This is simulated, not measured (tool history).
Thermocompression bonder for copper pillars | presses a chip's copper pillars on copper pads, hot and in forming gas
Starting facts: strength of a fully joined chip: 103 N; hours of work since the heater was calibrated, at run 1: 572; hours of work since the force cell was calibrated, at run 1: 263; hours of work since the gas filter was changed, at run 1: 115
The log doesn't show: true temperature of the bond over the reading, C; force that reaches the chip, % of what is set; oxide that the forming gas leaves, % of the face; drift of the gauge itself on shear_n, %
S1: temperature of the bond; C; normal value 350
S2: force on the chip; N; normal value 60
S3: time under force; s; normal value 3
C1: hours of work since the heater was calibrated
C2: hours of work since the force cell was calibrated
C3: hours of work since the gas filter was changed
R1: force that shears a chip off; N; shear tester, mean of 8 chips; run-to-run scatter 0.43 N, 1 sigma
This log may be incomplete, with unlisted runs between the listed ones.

run	day	S1	S2	S3	C1	C2	C3	R1
1	0.000	350	60	3	572	263	115	56.7
2	0.496	350	60	3	577	268	120	56.4
3	0.933	350	56	3	581	272	125	53.1
4	1.358	350	56	3	585	276	129	52.8
5	1.958	350	56	3	591	282	135	53.1
6	2.600	350	60	3	597	289	141	55.7
7	3.062	350	60	3	602	293	145	55.6
8	3.579	350	60	3	607	298	151	56.3
9	4.283	350	60	4	614	305	157	59.7
10	4.892	350	60	3	620	311	163	55.0
11	5.471	350	60	4	625	317	169	60.0
12	6.100	350	49	3	631	323	175	46.9
13	6.804	350	49	3	638	330	182	46.7
14	7.467	350	49	3	645	336	189	46.2
15	7.921	330	49	3	649	341	193	35.8
16	8.538	350	46	3	655	347	199	43.7
17	9.154	350	60	3	661	353	205	54.0
18	9.458	332	60	3	664	356	208	44.2
19	10.079	332	60	3	670	362	214	43.5
20	10.554	332	60	3	675	366	219	43.4
21	10.883	350	85	3	678	370	222	68.4
22	11.533	350	85	3	685	376	228	67.9
23	11.862	336	55	2	688	379	232	36.1
24	12.467	350	54	3	694	385	238	48.9
25	12.900	325	54	3	698	389	242	35.1
26	13.296	354	60	3	702	393	246	55.6
27	13.750	327	40	3	706	398	250	26.9
28	14.083	327	40	3	710	401	253	26.8
29	14.621	335	60	5	715	406	259	52.1
30	15.071	335	60	4	719	411	263	48.6
31	15.629	347	43	9	725	416	269	56.0
32	15.929	350	79	6	728	419	272	74.5
33	16.275	350	77	2	731	423	275	55.0
34	16.704	350	77	2	735	427	279	55.4
35	17.108	350	77	2	739	431	283	55.1
36	17.750	336	77	8	746	437	289	69.6
37	18.238	336	77	8	750	442	294	70.2
38	18.925	336	77	8	757	448	301	70.0
# day 19.067: forming gas filter changed
39	19.342	344	88	9	761	452	3	89.5

Measured result minus the same run's result without the hidden state. Both carry the same run-to-run variation, though not necessarily the same gauge scatter:
run	R1
1	-5.8
2	-5.9
3	-5.8
4	-5.9
5	-6.1
6	-6.4
7	-6.6
8	-6.8
9	-7.2
10	-7.0
11	-7.5
12	-6.6
13	-6.7
14	-6.9
15	-6.0
16	-6.8
17	-8.0
18	-7.5
19	-7.5
20	-7.6
21	-9.7
22	-9.8
23	-6.8
24	-8.4
25	-7.0
26	-9.2
27	-5.7
28	-5.7
29	-9.5
30	-9.4
31	-10.0
32	-11.4
33	-10.1
34	-10.2
35	-10.4
36	-12.0
37	-12.3
38	-12.6
39	-2.9
